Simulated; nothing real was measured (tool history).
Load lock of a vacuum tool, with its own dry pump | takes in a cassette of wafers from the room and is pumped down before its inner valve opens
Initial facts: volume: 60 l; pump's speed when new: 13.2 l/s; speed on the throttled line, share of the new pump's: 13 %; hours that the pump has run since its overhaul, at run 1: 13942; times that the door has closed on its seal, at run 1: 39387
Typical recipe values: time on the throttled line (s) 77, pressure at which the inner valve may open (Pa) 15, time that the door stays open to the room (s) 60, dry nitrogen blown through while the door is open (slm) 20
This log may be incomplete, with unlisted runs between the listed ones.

| run | hour | time on the throttled line (s) | pressure at which the inner valve may open (Pa) | time that the door stays open to the room (s) | dry nitrogen blown through while the door is open (slm) | hours that the pump has run since its overhaul | times that the door has closed on its seal | incoming humidity of the room's air, % | time from the closed door until the inner valve may open (s) | rise of the pressure with all valves shut (Pa/min) |
|---|---|---|---|---|---|---|---|---|---|---|
| 1 | 0 | 77 | 15 | 60 | 20 | 13942 | 39387 | 46.4 | 112.3 | 0.135 |
| 2 | 305.7 | 77 | 15 | 60 | 20 | 14247 | 40779 | 44.7 | 112.5 | 0.136 |
| 3 | 805.4 | 77 | 15 | 60 | 20 | 14747 | 43053 | 45 | 112.9 | 0.155 |
| 4 | 1135.8 | 77 | 13 | 60 | 20 | 15078 | 44557 | 42.6 | 113.2 | 0.153 |
| 5 | 1511.4 | 77 | 13 | 60 | 20 | 15453 | 46266 | 44.8 | 114.5 | 0.161 |
| 6 | 1859.1 | 77 | 15 | 60 | 20 | 15801 | 47849 | 44.1 | 113.7 | 0.164 |
| 7 | 2126 | 88 | 15 | 60 | 20 | 16068 | 49063 | 43.9 | 125.1 | 0.171 |
| 8 | 2553.3 | 77 | 15 | 60 | 20 | 16495 | 51008 | 49 | 113.6 | 0.18 |
| 9 | 2964.9 | 77 | 15 | 60 | 7 | 16907 | 52881 | 46.6 | 113.7 | 0.202 |
| 10 | 3398.5 | 77 | 15 | 60 | 7 | 17340 | 54855 | 43.8 | 115.4 | 0.209 |
| 11 | 3855.1 | 77 | 15 | 60 | 9 | 17797 | 56933 | 42.6 | 115.2 | 0.204 |
|  | 4115.6 | door's seal changed, seat wiped |
| 12 | 4190.1 | 77 | 15 | 60 | 9 | 18130 | 340 | 43.4 | 114.8 | 0.056 |
| 13 | 4462.5 | 77 | 15 | 60 | 9 | 18403 | 1579 | 42.3 | 114.4 | 0.056 |
| 14 | 4795.4 | 77 | 15 | 60 | 9 | 18736 | 3094 | 43.6 | 114.2 | 0.055 |
| 15 | 5231 | 77 | 15 | 60 | 9 | 19171 | 5077 | 45.9 | 114.8 | 0.067 |
| 16 | 5507.5 | 77 | 15 | 92 | 20 | 19448 | 6335 | 46.2 | 116 | 0.059 |
| 17 | 5726.4 | 77 | 15 | 92 | 20 | 19667 | 7332 | 42.8 | 114.3 | 0.065 |
| 18 | 6182.9 | 77 | 15 | 92 | 20 | 20123 | 9409 | 47.9 | 116.1 | 0.071 |
| 19 | 6576.5 | 77 | 19 | 60 | 20 | 20517 | 11200 | 47.4 | 114.9 | 0.069 |
| 20 | 6875.5 | 77 | 19 | 60 | 20 | 20816 | 12561 | 45.5 | 114.4 | 0.06 |
| 21 | 7276.3 | 77 | 19 | 143 | 20 | 21217 | 14385 | 51.5 | 115.2 | 0.096 |
| 22 | 7760 | 77 | 19 | 143 | 20 | 21700 | 16587 | 43.7 | 116.7 | 0.089 |
|  | 7885.8 | dry pump taken out, an overhauled one fitted |
| 23 | 8058 | 87 | 26 | 88 | 23 | 172 | 17916 | 40.8 | 113.7 | 0.07 |
| 24 | 8553.3 | 87 | 26 | 88 | 23 | 668 | 20170 | 47.4 | 112.4 | 0.087 |
| 25 | 8996.9 | 97 | 25 | 194 | 29 | 1111 | 22189 | 48 | 122.9 | 0.102 |
| 26 | 9254.6 | 97 | 25 | 194 | 29 | 1369 | 23362 | 45 | 122.7 | 0.1 |
| 27 | 9469.7 | 46 | 25 | 194 | 29 | 1584 | 24340 | 48.1 | 78.6 | 0.105 |
| 28 | 9845.5 | 105 | 22 | 60 | 20 | 1960 | 26051 | 44.5 | 128.4 | 0.089 |
| 29 | 10337.1 | 105 | 22 | 60 | 20 | 2451 | 28288 | 44.6 | 132 | 0.099 |
| 30 | 10815.1 | 105 | 22 | 60 | 20 | 2929 | 30464 | 45.1 | 129.3 | 0.102 |
| 31 | 11204.1 | 77 | 15 | 60 | 5 | 3318 | 32234 | 45 | 107.3 | 0.123 |
| 32 | 11674.2 | 86 | 22 | 42 | 9 | 3788 | 34374 | 47.8 | 113.9 | 0.118 |
| 33 | 11967 | 76 | 22 | 45 | 27 | 4081 | 35706 | 46.5 | 106.7 | 0.107 |

The next listed run, before its measurement:
| 34 | 12367.2 | 51 | 25 | 60 | 20 | 4481 | 37528 | 43.7 | ? | ? |

time from the closed door until the inner valve may open (s): 84.3
rise of the pressure with all valves shut (Pa/min): 0.121
With the hidden condition absent and the run-to-run variation left alone, this run would have shown time from the closed door until the inner valve may open (s) 82.3, rise of the pressure with all valves shut (Pa/min) 0.048.

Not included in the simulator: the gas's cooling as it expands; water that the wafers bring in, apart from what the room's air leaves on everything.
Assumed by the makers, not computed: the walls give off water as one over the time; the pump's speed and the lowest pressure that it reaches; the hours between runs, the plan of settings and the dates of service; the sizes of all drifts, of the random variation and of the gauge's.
